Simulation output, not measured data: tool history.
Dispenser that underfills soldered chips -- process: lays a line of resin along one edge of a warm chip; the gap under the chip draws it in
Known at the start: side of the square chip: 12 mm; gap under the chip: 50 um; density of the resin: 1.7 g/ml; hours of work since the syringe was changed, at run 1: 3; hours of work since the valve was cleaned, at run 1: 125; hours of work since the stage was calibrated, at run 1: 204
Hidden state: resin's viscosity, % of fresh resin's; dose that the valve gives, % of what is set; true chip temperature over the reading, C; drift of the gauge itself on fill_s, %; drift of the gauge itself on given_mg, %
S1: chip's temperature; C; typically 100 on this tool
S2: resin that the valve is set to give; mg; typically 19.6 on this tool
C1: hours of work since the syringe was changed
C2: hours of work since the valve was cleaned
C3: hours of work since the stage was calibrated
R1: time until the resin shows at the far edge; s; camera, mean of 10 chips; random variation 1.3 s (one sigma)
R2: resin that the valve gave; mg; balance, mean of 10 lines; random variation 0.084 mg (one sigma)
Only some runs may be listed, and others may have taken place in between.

Run 1, day 0: usual settings; C1 3; C2 125; C3 204. Result: R1 172.8 s, R2 17.95 mg.
Run 2, day 0.175: usual settings; C1 6; C2 127; C3 207. Result: R1 210.2 s, R2 17.76 mg.
At day 0.258: new syringe of resin.
Run 3, day 0.442: usual settings but S2 18.1 mg; C1 3; C2 131; C3 210. Result: R1 160.2 s, R2 16.51 mg.
At day 0.779: new syringe of resin.
Run 4, day 0.825: usual settings but S2 18.1 mg; C1 1; C2 136; C3 216. Result: R1 136.9 s, R2 16.4 mg.
Run 5, day 1.004: usual settings; C1 3; C2 139; C3 218. Result: R1 168.6 s, R2 17.73 mg.
At day 1.275: new syringe of resin.
Run 6, day 1.275: usual settings; C1 0; C2 143; C3 222. Result: R1 130.2 s, R2 17.53 mg.
Run 7, day 1.671: usual settings but S1 114 C; C1 6; C2 149; C3 228. Result: R1 120.3 s, R2 17.53 mg.
At day 1.767: dispensing valve cleaned and set on the balance.
At day 1.825: new syringe of resin.
Run 8, day 2.096: usual settings but S1 114 C; C1 4; C2 5; C3 233. Result: R1 98.2 s, R2 19.37 mg.
At day 2.342: new syringe of resin.
Run 9, day 2.425: usual settings but S1 114 C; C1 1; C2 9; C3 238. Result: R1 81.1 s, R2 19.53 mg.
Run 10, day 2.808: usual settings but S1 103 C, S2 18.2 mg; C1 7; C2 15; C3 243. Result: R1 193.3 s, R2 17.93 mg.
At day 2.838: new syringe of resin.
Run 11, day 3.071: usual settings but S1 103 C, S2 21.3 mg; C1 3; C2 18; C3 247. Result: R1 147.9 s, R2 20.9 mg.
At day 3.358: new syringe of resin.
Run 12, day 3.379: usual settings but S1 103 C, S2 21.3 mg; C1 0; C2 23; C3 251. Result: R1 114.5 s, R2 21.02 mg.
Run 13, day 3.567: usual settings but S1 107 C, S2 19.8 mg; C1 3; C2 25; C3 254. Result: R1 122.9 s, R2 19.51 mg.
Run 14, day 3.838: usual settings but S1 97 C, S2 23 mg; C1 7; C2 29; C3 258. Result: R1 247.8 s, R2 22.46 mg.
At day 3.875: new syringe of resin.
Run 15, day 4.175: usual settings but S1 106 C, S2 21.8 mg; C1 4; C2 34; C3 263. Result: R1 139.9 s, R2 21.34 mg.
At day 4.375: new syringe of resin.
Run 16, day 4.521: usual settings but S1 90 C, S2 18.9 mg; C1 2; C2 39; C3 267. Result: R1 225 s, R2 18.31 mg.
Run 17, day 4.738: usual settings but S1 92 C, S2 24.7 mg; C1 5; C2 42; C3 270. Result: R1 258.7 s, R2 23.84 mg.

A few steps of R1 between consecutive runs. Split each: what settings, incoming material and random variation would produce without the hidden state, and what is left over for the hidden state, along with gauge scatter present in only one of the two compared results (measured, and without hidden state):
Run 13 -> 14: S1 107 -> 97, S2 19.8 -> 23. R1 +124.9 s: hidden state +77.2, all else +47.7.
